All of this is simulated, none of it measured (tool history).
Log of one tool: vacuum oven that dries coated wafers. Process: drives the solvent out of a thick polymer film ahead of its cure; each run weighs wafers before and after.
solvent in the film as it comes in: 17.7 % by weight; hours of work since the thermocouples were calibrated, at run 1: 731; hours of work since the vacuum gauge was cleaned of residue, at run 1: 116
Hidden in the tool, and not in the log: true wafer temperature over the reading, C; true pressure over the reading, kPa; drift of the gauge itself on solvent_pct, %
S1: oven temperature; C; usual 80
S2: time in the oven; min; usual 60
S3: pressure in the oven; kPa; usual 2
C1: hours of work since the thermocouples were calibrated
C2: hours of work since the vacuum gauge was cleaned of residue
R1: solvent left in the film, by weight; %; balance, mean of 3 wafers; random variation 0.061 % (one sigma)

| run | hour | S1 | S2 | S3 | C1 | C2 | R1 |
|---|---|---|---|---|---|---|---|
| 1 | 0 | 80 | 60 | 2 | 731 | 116 | 3.75 |
| 2 | 14.8 | 80 | 60 | 2 | 742 | 127 | 3.73 |
| 3 | 28.3 | 80 | 60 | 2 | 752 | 137 | 3.78 |
| 4 | 44.8 | 80 | 60 | 2 | 764 | 150 | 3.82 |
| 5 | 62.7 | 80 | 60 | 2 | 777 | 163 | 3.75 |
| 6 | 90.3 | 80 | 60 | 2 | 798 | 183 | 3.81 |
| 7 | 118.1 | 80 | 60 | 2 | 819 | 204 | 3.9 |
| 8 | 132 | 80 | 60 | 2 | 829 | 214 | 3.82 |
| 9 | 150.1 | 80 | 60 | 2 | 842 | 228 | 3.81 |
| 10 | 173.3 | 80 | 60 | 2 | 860 | 245 | 3.75 |
| 11 | 194.2 | 80 | 34 | 2 | 875 | 260 | 6.4 |
| 12 | 210 | 80 | 60 | 2 | 887 | 272 | 3.88 |
| 13 | 235 | 80 | 60 | 2 | 905 | 291 | 3.87 |
| 14 | 265.7 | 80 | 60 | 2 | 928 | 313 | 3.87 |
| 15 | 288.8 | 80 | 60 | 2 | 945 | 331 | 3.9 |
| 16 | 311.9 | 80 | 60 | 2 | 962 | 348 | 3.87 |
| 17 | 334.4 | 80 | 60 | 2 | 979 | 364 | 3.95 |
| 18 | 352.7 | 80 | 60 | 2 | 993 | 378 | 3.93 |
| 19 | 376.4 | 76 | 60 | 2 | 1010 | 396 | 5.55 |
| 20 | 405 | 80 | 60 | 2 | 1032 | 417 | 3.96 |
| 21 | 417.9 | 80 | 60 | 2 | 1041 | 426 | 3.94 |
| 22 | 439.1 | 80 | 32 | 2 | 1057 | 442 | 7.02 |
| 23 | 469.6 | 89 | 63 | 4.06 | 1079 | 465 | 2.31 |
| 24 | 499.6 | 80 | 60 | 2 | 1102 | 487 | 4 |
| 25 | 517.8 | 80 | 60 | 4.4 | 1115 | 501 | 5.39 |
| 26 | 547.3 | 80 | 78 | 1.13 | 1137 | 522 | 2.53 |
| 27 | 570.6 | 80 | 78 | 1.13 | 1154 | 540 | 2.52 |
| 28 | 587.2 | 80 | 100 | 2.42 | 1167 | 552 | 2.52 |

Run 29 comes next. What will it give?
| 29 | 600.6 | 85 | 49 | 1.32 | 1177 | 562 | ? |

R1: 2.82 %
Without the tool's hidden state the same run would have given R1 2.38 %.
